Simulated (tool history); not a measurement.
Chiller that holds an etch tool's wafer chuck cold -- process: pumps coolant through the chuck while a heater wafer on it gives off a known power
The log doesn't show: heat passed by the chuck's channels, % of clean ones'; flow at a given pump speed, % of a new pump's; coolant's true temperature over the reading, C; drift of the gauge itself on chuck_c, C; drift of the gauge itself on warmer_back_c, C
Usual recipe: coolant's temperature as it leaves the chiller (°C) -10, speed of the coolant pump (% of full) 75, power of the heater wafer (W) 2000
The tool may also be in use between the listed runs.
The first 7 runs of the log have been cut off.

| run | hour | coolant's temperature as it leaves the chiller (°C) | speed of the coolant pump (% of full) | power of the heater wafer (W) | hours since the coolant was changed and the channels were flushed | hours since the pump was overhauled | hours since the chiller's thermometer was calibrated | chuck's temperature once it has settled (°C) | how much warmer the coolant comes back (C) |
|---|---|---|---|---|---|---|---|---|---|
| 8 | 431.1 | -10 | 75 | 1465 | 1761 | 1256 | 1256 | 7.9 | 7.31 |
| 9 | 475.2 | -10 | 75 | 1280 | 1806 | 1301 | 1301 | 5.7 | 6.38 |
| 10 | 519.8 | -10 | 75 | 1280 | 1850 | 1345 | 1345 | 5.7 | 6.31 |
| 11 | 560.7 | -10 | 75 | 1280 | 1891 | 1386 | 1386 | 5.8 | 6.32 |
| 12 | 594.5 | -10 | 75 | 2000 | 1925 | 1420 | 1420 | 14.4 | 9.92 |
| 13 | 631.8 | -10 | 75 | 2000 | 1962 | 1457 | 1457 | 14.4 | 9.93 |
| 14 | 705.8 | -10 | 76 | 2000 | 2036 | 1531 | 1531 | 14.2 | 9.78 |
| 15 | 780.7 | -10 | 76 | 2000 | 2111 | 1606 | 1606 | 14.1 | 9.81 |
| 16 | 848.3 | -10 | 76 | 2000 | 2179 | 1674 | 1674 | 14.1 | 9.78 |
| 17 | 901.1 | -8 | 67 | 1361 | 2232 | 1726 | 1726 | 10.5 | 7.65 |
| 18 | 938.9 | -19 | 65 | 2000 | 2269 | 1764 | 1764 | 9.3 | 11.57 |
| 19 | 1007.3 | -5 | 75 | 1416 | 2338 | 1833 | 1833 | 12.5 | 6.92 |
| 20 | 1053.6 | -8 | 80 | 2000 | 2384 | 1879 | 1879 | 15.0 | 9.15 |
| 21 | 1127.8 | -20 | 62 | 2290 | 2458 | 1953 | 1953 | 13.8 | 13.94 |
| 22 | 1186.9 | -2 | 75 | 2610 | 2517 | 2012 | 2012 | 30.0 | 12.90 |
| 23 | 1241.0 | -10 | 84 | 1739 | 2571 | 2066 | 2066 | 9.0 | 7.55 |
| 24 | 1308.4 | -19 | 69 | 2000 | 2639 | 2134 | 2134 | 7.6 | 10.75 |
| 25 | 1346.1 | -15 | 69 | 2033 | 2677 | 2171 | 2171 | 12.0 | 10.99 |
| 26 | 1415.7 | -8 | 63 | 2033 | 2746 | 2241 | 2241 | 21.4 | 12.14 |
| 27 | 1483.2 | -1 | 85 | 2072 | 2814 | 2309 | 2309 | 21.4 | 8.85 |
| 28 | 1519.4 | -1 | 85 | 2072 | 2850 | 2345 | 2345 | 21.4 | 8.83 |
| 29 | 1586.8 | -4 | 81 | 2921 | 2917 | 2412 | 2412 | 29.3 | 13.21 |
| 30 | 1633.8 | -2 | 64 | 1616 | 2964 | 2459 | 2459 | 21.1 | 9.38 |
|  | 1655.0 | gauge calibrated |
| 31 | 1670.5 | -19 | 75 | 2671 | 3001 | 2496 | 2496 | 13.7 | 13.32 |

Predict each of these 3 candidate next runs independently; none follows another, all start after run 31:
| A | 1748.0 | -11 | 90 | 2000 | 3078 | 2573 | 2573 | ? | ? |
| B | 1748.0 | -13 | 68 | 1189 | 3078 | 2573 | 2573 | ? | ? |
| C | 1748.0 | -8 | 75 | 2000 | 3078 | 2573 | 2573 | ? | ? |

| run | chuck's temperature once it has settled (°C) | how much warmer the coolant comes back (C) |
|---|---|---|
| A | 9.5 | 8.19 |
| B | 3.0 | 6.63 |
| C | 16.6 | 10.04 |
What these runs would have given with no unlogged condition in the tool:
| run | chuck's temperature once it has settled (°C) | how much warmer the coolant comes back (C) |
|---|---|---|
| A | 9.5 | 8.21 |
| B | 3.0 | 6.64 |
| C | 16.6 | 10.05 |

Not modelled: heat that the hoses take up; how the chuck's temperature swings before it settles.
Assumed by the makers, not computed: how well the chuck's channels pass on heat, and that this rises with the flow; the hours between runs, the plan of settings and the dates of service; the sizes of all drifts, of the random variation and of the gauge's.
